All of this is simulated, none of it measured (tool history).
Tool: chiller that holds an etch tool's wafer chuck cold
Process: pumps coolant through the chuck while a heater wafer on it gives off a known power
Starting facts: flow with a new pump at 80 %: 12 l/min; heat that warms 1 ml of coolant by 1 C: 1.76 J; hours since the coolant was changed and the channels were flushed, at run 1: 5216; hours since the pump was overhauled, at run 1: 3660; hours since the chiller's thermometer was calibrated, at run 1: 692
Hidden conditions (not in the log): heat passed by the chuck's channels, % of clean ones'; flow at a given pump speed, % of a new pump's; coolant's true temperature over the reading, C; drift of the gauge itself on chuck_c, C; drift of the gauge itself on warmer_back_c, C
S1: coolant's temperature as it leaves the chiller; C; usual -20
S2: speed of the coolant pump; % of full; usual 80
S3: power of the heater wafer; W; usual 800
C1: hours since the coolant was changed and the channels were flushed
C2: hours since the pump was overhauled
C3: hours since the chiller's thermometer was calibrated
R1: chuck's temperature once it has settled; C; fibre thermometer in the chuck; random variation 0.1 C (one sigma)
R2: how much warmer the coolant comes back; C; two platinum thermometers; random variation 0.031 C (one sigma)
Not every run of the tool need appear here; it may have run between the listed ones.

Run 1, hour 0.0: usual settings; C1 5216; C2 3660; C3 692. Result: R1 -10.0 C, R2 2.57 C.
Run 2, hour 85.9: usual settings; C1 5302; C2 3746; C3 778. Result: R1 -9.9 C, R2 2.61 C.
Run 3, hour 162.9: usual settings; C1 5379; C2 3823; C3 855. Result: R1 -9.9 C, R2 2.64 C.
Run 4, hour 263.1: usual settings; C1 5480; C2 3923; C3 955. Result: R1 -9.6 C, R2 2.55 C.
Run 5, hour 338.3: usual settings; C1 5555; C2 3998; C3 1031. Result: R1 -9.5 C, R2 2.60 C.
Run 6, hour 404.9: usual settings; C1 5621; C2 4065; C3 1097. Result: R1 -9.6 C, R2 2.57 C.
Run 7, hour 461.3: usual settings but S2 70 % of full; C1 5678; C2 4121; C3 1154. Result: R1 -8.7 C, R2 3.01 C.
Run 8, hour 541.0: usual settings; C1 5757; C2 4201; C3 1233. Result: R1 -9.4 C, R2 2.57 C.
Run 9, hour 628.9: usual settings; C1 5845; C2 4289; C3 1321. Result: R1 -9.4 C, R2 2.61 C.
At hour 672.8: coolant changed, channels flushed.
Run 10, hour 712.8: usual settings; C1 40; C2 4367; C3 1399. Result: R1 -11.4 C, R2 2.63 C.
Run 11, hour 763.1: usual settings; C1 90; C2 4417; C3 1449. Result: R1 -11.5 C, R2 2.66 C.
Run 12, hour 879.4: usual settings but S3 449 W; C1 207; C2 4533; C3 1566. Result: R1 -15.2 C, R2 1.51 C.
Run 13, hour 990.3: usual settings but S3 449 W; C1 317; C2 4644; C3 1677. Result: R1 -15.0 C, R2 1.51 C.
Run 14, hour 1073.6: usual settings but S3 449 W; C1 401; C2 4728; C3 1760. Result: R1 -15.0 C, R2 1.40 C.
Run 15, hour 1170.0: usual settings; C1 497; C2 4824; C3 1856. Result: R1 -11.2 C, R2 2.68 C.
Run 16, hour 1266.3: usual settings; C1 593; C2 4920; C3 1953. Result: R1 -11.3 C, R2 2.73 C.
Run 17, hour 1369.4: usual settings but S3 484 W; C1 697; C2 5023; C3 2056. Result: R1 -14.6 C, R2 1.61 C.
Run 18, hour 1436.0: usual settings but S1 -12 C, S3 1025 W; C1 763; C2 5090; C3 2122. Result: R1 -0.6 C, R2 3.47 C.
Run 19, hour 1524.7: usual settings but S2 98 % of full; C1 852; C2 5179; C3 2211. Result: R1 -12.2 C, R2 2.13 C.
Run 20, hour 1630.8: usual settings but S1 -24 C, S2 70 % of full, S3 1056 W; C1 958; C2 5285; C3 2317. Result: R1 -11.5 C, R2 4.16 C.
Run 21, hour 1679.3: usual settings but S3 580 W; C1 1006; C2 5333; C3 2365. Result: R1 -13.3 C, R2 1.99 C.
Run 22, hour 1739.0: usual settings but S1 -22 C, S3 919 W; C1 1066; C2 5393; C3 2425. Result: R1 -11.7 C, R2 3.08 C.
Run 23, hour 1806.5: usual settings but S1 -30 C, S3 904 W; C1 1134; C2 5461; C3 2493. Result: R1 -19.7 C, R2 3.04 C.

The next listed run, before its measurement:
Run 24, hour 1922.7: usual settings but S1 -30 C, S3 904 W; C1 1250; C2 5577; C3 2609. Result: R1 ?, R2 ?.

R1: -19.5 C
R2: 3.14 C
On a tool with no hidden condition, and with the same random variation, this run would have come out at R1 -21.5 C, R2 2.61 C.
